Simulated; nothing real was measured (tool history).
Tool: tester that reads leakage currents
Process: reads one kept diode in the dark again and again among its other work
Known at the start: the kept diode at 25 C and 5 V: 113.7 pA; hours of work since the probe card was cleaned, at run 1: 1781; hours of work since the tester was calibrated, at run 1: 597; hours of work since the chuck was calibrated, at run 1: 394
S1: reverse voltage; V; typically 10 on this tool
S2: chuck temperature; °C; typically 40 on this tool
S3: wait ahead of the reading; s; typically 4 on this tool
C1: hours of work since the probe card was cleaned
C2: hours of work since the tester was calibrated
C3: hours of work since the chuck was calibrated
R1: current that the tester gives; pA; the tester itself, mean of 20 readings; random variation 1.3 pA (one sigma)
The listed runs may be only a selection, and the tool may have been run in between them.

run	hour	S1	S2	S3	C1	C2	C3	R1
1	0	10	40	4	1781	597	394	435.41
2	14.7	10	40	4	1792	608	405	432.94
3	39.8	10	40	4	1810	627	423	433.69
4	70.3	10	40	4	1833	649	446	437.46
5	95.3	10	40	4	1851	668	464	434.04
6	127.6	2.4	40	4	1875	692	488	247.5
7	144.4	2.4	40	0.84	1888	704	501	249.16
8	174.6	2.4	40	0.84	1910	726	523	248.3
9	190.5	2.4	40	0.84	1922	738	535	248.85
10	209.3	2.4	40	0.84	1936	752	549	248.52
11	232.4	2.4	40	0.84	1953	769	566	247.57
12	257.1	2.4	40	0.84	1971	787	584	247.18
13	278.7	2.4	40	0.84	1987	803	600	247.53
14	293.7	2.4	40	0.84	1998	814	611	247.93
15	314.6	10	40	2.23	2014	830	626	430.81
16	337.1	10	40	2.23	2030	846	643	432.33
17	358.8	12.9	40	2.23	2046	863	659	477.56
18	381.3	12.9	40	2.23	2063	879	676	476.25
19	409.1	12.9	40	2.23	2083	900	696	474.86
20	424.5	12.9	40	2.23	2095	911	708	474.99
21	456.4	10	33	4	2118	935	731	264.19
22	482.4	9.3	42	4	2138	954	750	479.48
23	507.4	1.6	22	0.43	2156	972	769	57.31
24	537	19.9	22	5.04	2178	994	791	156.3
25	552.7	2.2	44	4	2189	1006	802	311.54
26	568.3	2.2	44	4	2201	1017	814	310.74
27	588.7	7.2	32	1.31	2216	1032	829	215.25
28	610.6	2.2	41	9.62	2232	1049	845	252.57
29	626.2	1.1	41	9.62	2244	1060	857	193.23
30	654.2	10	48	0.76	2265	1081	877	732.01
31	685.1	5.7	40	0.47	2287	1104	900	344.77
32	714.4	1.2	21	0.55	2309	1125	922	46.88
33	732.6	11	40	4	2322	1139	935	447.63

Below are 5 alternative next runs, each starting from the tool's condition after run 33. Predict each:
# hour 758.5: probe card cleaned and baked
A	765.4	4.3	21	0.71	5	1161	957	?
# hour 758.5: probe card cleaned and baked
B	765.4	1.4	32	4.34	5	1161	957	?
# hour 758.5: probe card cleaned and baked
C	765.4	2.9	22	1.09	5	1161	957	?
# hour 758.5: probe card cleaned and baked
D	765.4	2.4	40	1.48	5	1161	957	?
# hour 758.5: probe card cleaned and baked
E	765.4	10	40	1.15	5	1161	957	?

run	R1
A	76.67
B	112.52
C	70.68
D	243.79
E	424.57
Without the tool's hidden state the same runs would have given:
run	R1
A	80.16
B	117.37
C	73.9
D	253.77
E	441.88
